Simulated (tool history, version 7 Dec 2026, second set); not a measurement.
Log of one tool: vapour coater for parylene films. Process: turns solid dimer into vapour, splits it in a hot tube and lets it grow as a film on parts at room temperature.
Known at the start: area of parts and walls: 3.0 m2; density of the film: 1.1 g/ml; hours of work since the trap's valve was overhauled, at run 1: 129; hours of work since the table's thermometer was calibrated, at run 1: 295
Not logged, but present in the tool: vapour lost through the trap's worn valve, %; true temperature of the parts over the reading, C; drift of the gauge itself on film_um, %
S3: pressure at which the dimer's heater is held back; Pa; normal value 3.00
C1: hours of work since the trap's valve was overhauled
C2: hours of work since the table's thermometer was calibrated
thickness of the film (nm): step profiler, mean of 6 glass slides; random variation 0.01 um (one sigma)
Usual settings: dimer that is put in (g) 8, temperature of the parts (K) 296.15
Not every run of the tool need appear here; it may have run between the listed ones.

Run 1, hour 0.0: usual settings; C1 129; C2 295. Result: thickness of the film (nm) 1730.
Run 2, hour 16.1: usual settings but dimer that is put in (g) 6; C1 137; C2 302. Result: thickness of the film (nm) 1280.
Run 3, hour 48.3: usual settings but dimer that is put in (g) 6; C1 151; C2 316. Result: thickness of the film (nm) 1300.
Run 4, hour 84.7: usual settings but temperature of the parts (K) 298.15; C1 167; C2 332. Result: thickness of the film (nm) 1610.
Run 5, hour 111.3: usual settings but dimer that is put in (g) 4; C1 179; C2 344. Result: thickness of the film (nm) 860.
Run 6, hour 139.9: usual settings but dimer that is put in (g) 4; C1 191; C2 356. Result: thickness of the film (nm) 840.
Run 7, hour 174.7: usual settings but dimer that is put in (g) 4; C1 207; C2 372. Result: thickness of the film (nm) 850.
Run 8, hour 190.3: usual settings but dimer that is put in (g) 4; C1 213; C2 379. Result: thickness of the film (nm) 850.
Run 9, hour 215.0: usual settings but dimer that is put in (g) 4; C1 224; C2 390. Result: thickness of the film (nm) 840.
Run 10, hour 250.2: usual settings; C1 240; C2 405. Result: thickness of the film (nm) 1670.
Run 11, hour 276.7: usual settings; C1 252; C2 417. Result: thickness of the film (nm) 1680.
Run 12, hour 312.7: usual settings; C1 267; C2 433. Result: thickness of the film (nm) 1660.
Run 13, hour 347.2: usual settings; C1 283; C2 448. Result: thickness of the film (nm) 1660.
Run 14, hour 373.5: usual settings; C1 294; C2 459. Result: thickness of the film (nm) 1650.
Run 15, hour 398.2: usual settings; C1 305; C2 470. Result: thickness of the film (nm) 1630.
Run 16, hour 422.4: usual settings; C1 316; C2 481. Result: thickness of the film (nm) 1630.
Run 17, hour 441.3: usual settings; C1 324; C2 489. Result: thickness of the film (nm) 1640.
Run 18, hour 472.6: usual settings; C1 338; C2 503. Result: thickness of the film (nm) 1630.
Run 19, hour 494.9: usual settings; C1 348; C2 513. Result: thickness of the film (nm) 1630.
Run 20, hour 523.6: usual settings; C1 360; C2 526. Result: thickness of the film (nm) 1610.
Run 21, hour 550.1: usual settings; C1 372; C2 537. Result: thickness of the film (nm) 1610.
Run 22, hour 574.8: usual settings; C1 383; C2 548. Result: thickness of the film (nm) 1610.
Run 23, hour 607.0: usual settings; C1 397; C2 563. Result: thickness of the film (nm) 1580.
At hour 630.6: trap's valve overhauled.
Run 24, hour 634.7: usual settings but dimer that is put in (g) 12, temperature of the parts (K) 293.15, S3 3.56 Pa; C1 2; C2 573. Result: thickness of the film (nm) 2430.
Run 25, hour 660.2: usual settings but dimer that is put in (g) 12, temperature of the parts (K) 293.15, S3 3.56 Pa; C1 13; C2 584. Result: thickness of the film (nm) 2410.
Run 26, hour 679.3: usual settings but S3 5.43 Pa; C1 22; C2 593. Result: thickness of the film (nm) 1420.
Run 27, hour 696.7: usual settings but dimer that is put in (g) 4, temperature of the parts (K) 301.15, S3 5.43 Pa; C1 29; C2 600. Result: thickness of the film (nm) 610.
Run 28, hour 726.7: usual settings but dimer that is put in (g) 3, temperature of the parts (K) 300.15, S3 4.69 Pa; C1 42; C2 614. Result: thickness of the film (nm) 480.
Run 29, hour 749.6: usual settings but dimer that is put in (g) 3, temperature of the parts (K) 300.15, S3 4.69 Pa; C1 53; C2 624. Result: thickness of the film (nm) 470.
Run 30, hour 787.7: usual settings but dimer that is put in (g) 4, S3 9.44 Pa; C1 69; C2 640. Result: thickness of the film (nm) 680.
At hour 813.5: trap's valve overhauled, once more.
Run 31, hour 813.8: usual settings but dimer that is put in (g) 4, S3 9.44 Pa; C1 0; C2 650. Result: thickness of the film (nm) 840.
Run 32, hour 849.0: usual settings but dimer that is put in (g) 3, S3 2.89 Pa; C1 16; C2 666. Result: thickness of the film (nm) 700.
Run 33, hour 867.2: usual settings but dimer that is put in (g) 3, S3 2.89 Pa; C1 24; C2 674. Result: thickness of the film (nm) 700.
Run 34, hour 905.0: usual settings but dimer that is put in (g) 13, S3 2.89 Pa; C1 40; C2 690. Result: thickness of the film (nm) 2910.
Run 35, hour 922.8: usual settings but dimer that is put in (g) 13; C1 48; C2 698. Result: thickness of the film (nm) 2910.
Run 36, hour 942.7: usual settings but temperature of the parts (K) 308.15, S3 10.21 Pa; C1 57; C2 707. Result: thickness of the film (nm) 1140.
Run 37, hour 966.8: usual settings but dimer that is put in (g) 14, temperature of the parts (K) 308.15, S3 10.21 Pa; C1 68; C2 718. Result: thickness of the film (nm) 2000.
Run 38, hour 992.7: usual settings but dimer that is put in (g) 11, temperature of the parts (K) 305.15, S3 8.79 Pa; C1 79; C2 729. Result: thickness of the film (nm) 1760.
Run 39, hour 1016.2: usual settings but dimer that is put in (g) 11, temperature of the parts (K) 294.15, S3 2.29 Pa; C1 89; C2 740. Result: thickness of the film (nm) 2640.
Run 40, hour 1041.8: usual settings but dimer that is put in (g) 11, temperature of the parts (K) 294.15, S3 2.29 Pa; C1 101; C2 751. Result: thickness of the film (nm) 2610.
Run 41, hour 1059.0: usual settings but dimer that is put in (g) 9; C1 108; C2 758. Result: thickness of the film (nm) 1990.
Run 42, hour 1079.1: usual settings but dimer that is put in (g) 12, temperature of the parts (K) 306.15, S3 2.50 Pa; C1 117; C2 767. Result: thickness of the film (nm) 1960.
Run 43, hour 1115.5: usual settings but dimer that is put in (g) 6, temperature of the parts (K) 306.15, S3 11.16 Pa; C1 133; C2 783. Result: thickness of the film (nm) 890.
Run 44, hour 1148.4: usual settings but temperature of the parts (K) 292.15; C1 148; C2 798. Result: thickness of the film (nm) 1990.
Run 45, hour 1167.1: usual settings but temperature of the parts (K) 292.15; C1 156; C2 806. Result: thickness of the film (nm) 1980.
Run 46, hour 1200.5: usual settings but temperature of the parts (K) 298.15, S3 5.47 Pa; C1 171; C2 821. Result: thickness of the film (nm) 1560.

Results per run with the tool's hidden condition removed, run-to-run variation unchanged:
run  thickness of the film (nm)
  1                        1800
  2                        1340
  3                        1360
  4                        1690
  5                         910
  6                         900
  7                         910
  8                         910
  9                         900
 10                        1800
 11                        1810
 12                        1800
 13                        1810
 14                        1800
 15                        1790
 16                        1790
 17                        1810
 18                        1800
 19                        1810
 20                        1800
 21                        1800
 22                        1810
 23                        1790
 24                        2930
 25                        2910
 26                        1720
 27                         740
 28                         590
 29                         580
 30                         840
 31                         830
 32                         700
 33                         700
 34                        2910
 35                        2920
 36                        1150
 37                        2010
 38                        1780
 39                        2680
 40                        2660
 41                        2030
 42                        2010
 43                         910
 44                        2050
 45                        2050
 46                        1620
